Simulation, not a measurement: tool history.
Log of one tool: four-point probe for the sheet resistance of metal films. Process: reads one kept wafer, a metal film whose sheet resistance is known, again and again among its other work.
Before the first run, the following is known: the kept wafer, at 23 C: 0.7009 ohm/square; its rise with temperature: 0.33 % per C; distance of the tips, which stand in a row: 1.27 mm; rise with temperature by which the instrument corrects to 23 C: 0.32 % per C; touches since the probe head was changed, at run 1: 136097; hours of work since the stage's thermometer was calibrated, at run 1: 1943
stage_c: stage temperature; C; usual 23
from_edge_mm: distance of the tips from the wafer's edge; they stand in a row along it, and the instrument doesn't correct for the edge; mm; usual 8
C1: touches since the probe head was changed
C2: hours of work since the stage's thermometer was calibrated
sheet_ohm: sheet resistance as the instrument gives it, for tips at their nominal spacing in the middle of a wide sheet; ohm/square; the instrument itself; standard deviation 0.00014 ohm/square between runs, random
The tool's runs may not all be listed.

run 1 day=0.000 | stage_c=23 from_edge_mm=8 | C1=136097 C2=1943 | sheet_ohm=0.712538
run 2 day=3.517 | stage_c=23 from_edge_mm=10 | C1=140788 C2=2009 | sheet_ohm=0.709080
run 3 day=7.529 | stage_c=23 from_edge_mm=10 | C1=146137 C2=2084 | sheet_ohm=0.709317
run 4 day=9.554 | stage_c=23 from_edge_mm=10 | C1=148836 C2=2122 | sheet_ohm=0.709221
run 5 day=12.550 | stage_c=23 from_edge_mm=42 | C1=152830 C2=2179 | sheet_ohm=0.703826
run 6 day=16.667 | stage_c=23 from_edge_mm=42 | C1=158318 C2=2256 | sheet_ohm=0.703832
run 7 day=18.817 | stage_c=23 from_edge_mm=8 | C1=161187 C2=2296 | sheet_ohm=0.713155
run 8 day=23.400 | stage_c=23 from_edge_mm=8 | C1=167296 C2=2382 | sheet_ohm=0.713114
run 9 day=25.900 | stage_c=23 from_edge_mm=8 | C1=170629 C2=2429 | sheet_ohm=0.712897
run 10 day=28.521 | stage_c=23 from_edge_mm=8 | C1=174126 C2=2478 | sheet_ohm=0.713579
run 11 day=31.508 | stage_c=23 from_edge_mm=8 | C1=178109 C2=2534 | sheet_ohm=0.713475
run 12 day=35.154 | stage_c=23 from_edge_mm=7 | C1=182971 C2=2603 | sheet_ohm=0.716584
run 13 day=39.508 | stage_c=23 from_edge_mm=7 | C1=188772 C2=2685 | sheet_ohm=0.716531
run 14 day=43.329 | stage_c=20 from_edge_mm=8 | C1=193866 C2=2756 | sheet_ohm=0.713856
run 15 day=45.471 | stage_c=23 from_edge_mm=27 | C1=196722 C2=2796 | sheet_ohm=0.705599
run 16 day=47.538 | stage_c=23 from_edge_mm=27 | C1=199482 C2=2835 | sheet_ohm=0.705543
-- day=51.338 stage's thermometer calibrated
run 17 day=52.112 | stage_c=23 from_edge_mm=11 | C1=205549 C2=14 | sheet_ohm=0.710363
run 18 day=56.238 | stage_c=23 from_edge_mm=11 | C1=211049 C2=92 | sheet_ohm=0.710239
-- day=57.162 new probe head fitted
run 19 day=58.296 | stage_c=23 from_edge_mm=11 | C1=1512 C2=130 | sheet_ohm=0.706530
-- day=61.371 stage's thermometer calibrated, once more
run 20 day=62.608 | stage_c=23 from_edge_mm=11 | C1=7238 C2=23 | sheet_ohm=0.704198
run 21 day=66.500 | stage_c=23 from_edge_mm=38 | C1=12427 C2=96 | sheet_ohm=0.700037
run 22 day=70.054 | stage_c=23 from_edge_mm=38 | C1=17163 C2=163 | sheet_ohm=0.699829
run 23 day=73.317 | stage_c=21 from_edge_mm=22 | C1=21510 C2=224 | sheet_ohm=0.700768
run 24 day=77.858 | stage_c=25 from_edge_mm=47 | C1=27568 C2=309 | sheet_ohm=0.700646
run 25 day=80.692 | stage_c=35 from_edge_mm=11 | C1=31346 C2=363 | sheet_ohm=0.705584
run 26 day=85.271 | stage_c=35 from_edge_mm=11 | C1=37449 C2=449 | sheet_ohm=0.705784
run 27 day=88.117 | stage_c=29 from_edge_mm=10 | C1=41244 C2=502 | sheet_ohm=0.706607
run 28 day=91.850 | stage_c=29 from_edge_mm=10 | C1=46226 C2=572 | sheet_ohm=0.706899
run 29 day=94.533 | stage_c=31 from_edge_mm=5 | C1=49803 C2=622 | sheet_ohm=0.724273
run 30 day=97.075 | stage_c=31 from_edge_mm=5 | C1=53190 C2=670 | sheet_ohm=0.724362
run 31 day=99.712 | stage_c=31 from_edge_mm=5 | C1=56706 C2=720 | sheet_ohm=0.724848
run 32 day=102.388 | stage_c=31 from_edge_mm=5 | C1=60274 C2=770 | sheet_ohm=0.724963
run 33 day=106.738 | stage_c=21 from_edge_mm=44 | C1=66071 C2=851 | sheet_ohm=0.700986
run 34 day=110.829 | stage_c=25 from_edge_mm=29 | C1=71529 C2=928 | sheet_ohm=0.701934
run 35 day=113.004 | stage_c=25 from_edge_mm=29 | C1=74429 C2=969 | sheet_ohm=0.701746
run 36 day=117.308 | stage_c=28 from_edge_mm=52 | C1=80170 C2=1050 | sheet_ohm=0.701770
run 37 day=119.642 | stage_c=20 from_edge_mm=3 | C1=83277 C2=1094 | sheet_ohm=0.762650
run 38 day=123.125 | stage_c=21 from_edge_mm=13 | C1=87924 C2=1159 | sheet_ohm=0.705038
run 39 day=125.079 | stage_c=21 from_edge_mm=13 | C1=90530 C2=1196 | sheet_ohm=0.705029
run 40 day=127.717 | stage_c=21 from_edge_mm=13 | C1=94047 C2=1245 | sheet_ohm=0.705046
run 41 day=130.321 | stage_c=27 from_edge_mm=6 | C1=97517 C2=1294 | sheet_ohm=0.718481
run 42 day=134.392 | stage_c=23 from_edge_mm=11 | C1=102945 C2=1370 | sheet_ohm=0.706881
run 43 day=137.588 | stage_c=23 from_edge_mm=14 | C1=107205 C2=1430 | sheet_ohm=0.704948
run 44 day=141.354 | stage_c=30 from_edge_mm=23 | C1=112230 C2=1501 | sheet_ohm=0.703755

5 options for the next run, each taken on its own from the tool as it stands now. Forecast them:
run A day=144.188 | stage_c=34 from_edge_mm=7 | C1=116006 C2=1554 | sheet_ohm=?
run B day=144.188 | stage_c=23 from_edge_mm=9 | C1=116006 C2=1554 | sheet_ohm=?
run C day=144.188 | stage_c=20 from_edge_mm=12 | C1=116006 C2=1554 | sheet_ohm=?
run D day=144.188 | stage_c=24 from_edge_mm=41 | C1=116006 C2=1554 | sheet_ohm=?
run E day=144.188 | stage_c=24 from_edge_mm=62 | C1=116006 C2=1554 | sheet_ohm=?

run=A sheet_ohm=0.715241
run=B sheet_ohm=0.709572
run=C sheet_ohm=0.706161
run=D sheet_ohm=0.702494
run=E sheet_ohm=0.702662
With the hidden condition removed and each run's random variation left untouched, the same runs would have given:
run=A sheet_ohm=0.713949
run=B sheet_ohm=0.708264
run=C sheet_ohm=0.704851
run=D sheet_ohm=0.701201
run=E sheet_ohm=0.701369
